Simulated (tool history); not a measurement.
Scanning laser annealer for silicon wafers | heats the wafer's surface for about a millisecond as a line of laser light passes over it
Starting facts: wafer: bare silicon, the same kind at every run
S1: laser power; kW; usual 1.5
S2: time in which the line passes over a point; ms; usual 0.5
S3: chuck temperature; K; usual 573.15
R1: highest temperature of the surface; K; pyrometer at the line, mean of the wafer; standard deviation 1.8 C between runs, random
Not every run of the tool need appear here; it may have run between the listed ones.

run     day     S1     S2      S3       R1
  1       0    1.5    0.5  573.15  1310.15
  2   0.962    1.5    0.5  573.15  1311.15
  3   1.438    1.5    0.5  573.15  1310.15
  4   2.012    1.5    0.5  573.15  1306.15
  5   2.667  1.605    0.5  573.15  1373.15
  6   3.096    1.5    0.5  573.15  1305.15
  7   3.912    1.5    0.5  613.15  1341.15
  8   4.625    1.5  0.587  573.15  1367.15
  9   5.138    1.5  0.498  573.15  1300.15
 10    6.15    1.5    0.5  573.15  1301.15
 11   7.183    1.5    0.5  605.15  1331.15
 12   7.867    1.5    0.5  605.15  1328.15
 13   8.762    1.5    0.5  592.15  1312.15
 14   9.467    1.5    0.5  578.15  1298.15
 15  10.088    1.5    0.5  578.15  1296.15
 16  10.683    1.5    0.5  578.15  1295.15
 17  11.442    1.5    0.5  578.15  1293.15
 18  12.433    1.5    0.5  604.15  1320.15
 19  12.933    1.5  0.413  573.15  1220.15
 20    13.4  1.366  0.485  607.15  1232.15
 21  14.012  1.378    0.5  593.15  1235.15
 22  14.779  1.504  0.407  548.15  1186.15
 23  15.817  1.614    0.5  573.15  1349.15
 24  16.796  1.371    0.5  579.15  1212.15
 25  17.312  1.371    0.5  579.15  1210.15
 26  18.204  1.507    0.5  606.15  1312.15
 27    18.7  1.507    0.5  606.15  1311.15
 28  19.208  1.507    0.5  606.15  1312.15
 29  19.838  1.507  0.577  606.15  1365.15
 30  20.821    1.5  0.611  573.15  1351.15
 31  21.512    1.5  0.367  545.15  1139.15
 32  22.212  1.451    0.5  537.15  1207.15
 33  22.908    1.5  0.413  573.15  1200.15
 34  23.712  1.617  0.563  573.15  1380.15
 35   24.15  1.617  0.521  573.15  1355.15
 36  24.825  1.511  0.521  575.15  1288.15
 37  25.421  1.481    0.5  573.15  1251.15
 38  26.458   1.28  0.532  572.15  1156.15

Below, some changes in R1 between adjacent runs. For each, the amount present without the hidden state too (settings, incoming material, random variation) and the amount remaining for the hidden state with gauge scatter not shared by both compared results:
The tool's hidden condition here consists of: light that passes the window, % of a clean one's; laser's true power over the reading, %; width of the line over the set one, %; drift of the gauge itself on peak_c, C.
Run 22 -> 23: S1 1.504 -> 1.614, S2 0.407 -> 0.5, S3 548.15 -> 573.15. R1 +163 K: hidden state -9, all else +172.
Run 30 -> 31: S2 0.611 -> 0.367, S3 573.15 -> 545.15. R1 -212 K: hidden state +11, all else -223.
Run 33 -> 34: S1 1.5 -> 1.617, S2 0.413 -> 0.563. R1 +180 K: hidden state -15, all else +195.
